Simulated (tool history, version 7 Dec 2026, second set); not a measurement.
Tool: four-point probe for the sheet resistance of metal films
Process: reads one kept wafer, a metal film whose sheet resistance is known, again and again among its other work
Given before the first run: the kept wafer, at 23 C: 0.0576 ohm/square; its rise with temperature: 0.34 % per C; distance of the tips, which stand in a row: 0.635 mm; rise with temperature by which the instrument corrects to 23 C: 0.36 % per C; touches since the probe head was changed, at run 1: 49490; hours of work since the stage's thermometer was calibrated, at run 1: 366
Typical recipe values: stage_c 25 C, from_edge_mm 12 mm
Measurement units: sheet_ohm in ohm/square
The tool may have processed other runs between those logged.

| run | hour | stage_c | from_edge_mm | touches since the probe head was changed | hours of work since the stage's thermometer was calibrated | sheet_ohm |
|---|---|---|---|---|---|---|
| 1 | 0 | 25 | 12 | 49490 | 366 | 0.057623 |
| 2 | 18.3 | 25 | 12 | 50240 | 377 | 0.057612 |
| 3 | 33.7 | 25 | 12 | 50876 | 385 | 0.057648 |
| 4 | 55.5 | 25 | 12 | 51770 | 398 | 0.057617 |
| 5 | 75.5 | 25 | 47 | 52596 | 409 | 0.057543 |
| 6 | 91.6 | 25 | 47 | 53257 | 418 | 0.057552 |
| 7 | 115.6 | 25 | 47 | 54244 | 432 | 0.057514 |
| 8 | 145.9 | 25 | 47 | 55491 | 449 | 0.057526 |
| 9 | 168.6 | 25 | 12 | 56425 | 462 | 0.057625 |
| 10 | 190.2 | 25 | 12 | 57312 | 474 | 0.057616 |
| 11 | 212.2 | 25 | 12 | 58218 | 486 | 0.057599 |
| 12 | 241 | 23 | 3 | 59400 | 503 | 0.058887 |
| 13 | 275.8 | 23 | 34 | 60830 | 522 | 0.057538 |
| 14 | 295.8 | 23 | 34 | 61656 | 534 | 0.057536 |
| 15 | 312.8 | 34 | 55 | 62352 | 543 | 0.057392 |
| 16 | 341.7 | 34 | 37 | 63544 | 560 | 0.057403 |
| 17 | 363.8 | 24 | 42 | 64452 | 572 | 0.057517 |
| 18 | 391.1 | 24 | 42 | 65572 | 587 | 0.057526 |
| 19 | 409 | 19 | 11 | 66309 | 598 | 0.057673 |

Branching from run 19: 4 alternative next runs. What would each branch give?
| A | 445.8 | 21 | 7 | 67824 | 618 | ? |
| B | 445.8 | 18 | 11 | 67824 | 618 | ? |
| C | 445.8 | 33 | 6 | 67824 | 618 | ? |
| D | 445.8 | 21 | 19 | 67824 | 618 | ? |

| run | sheet_ohm |
|---|---|
| A | 0.057809 |
| B | 0.057689 |
| C | 0.057737 |
| D | 0.057557 |
Had the tool no hidden state, the same runs would have come out as:
| run | sheet_ohm |
|---|---|
| A | 0.057888 |
| B | 0.057767 |
| C | 0.057816 |
| D | 0.057635 |
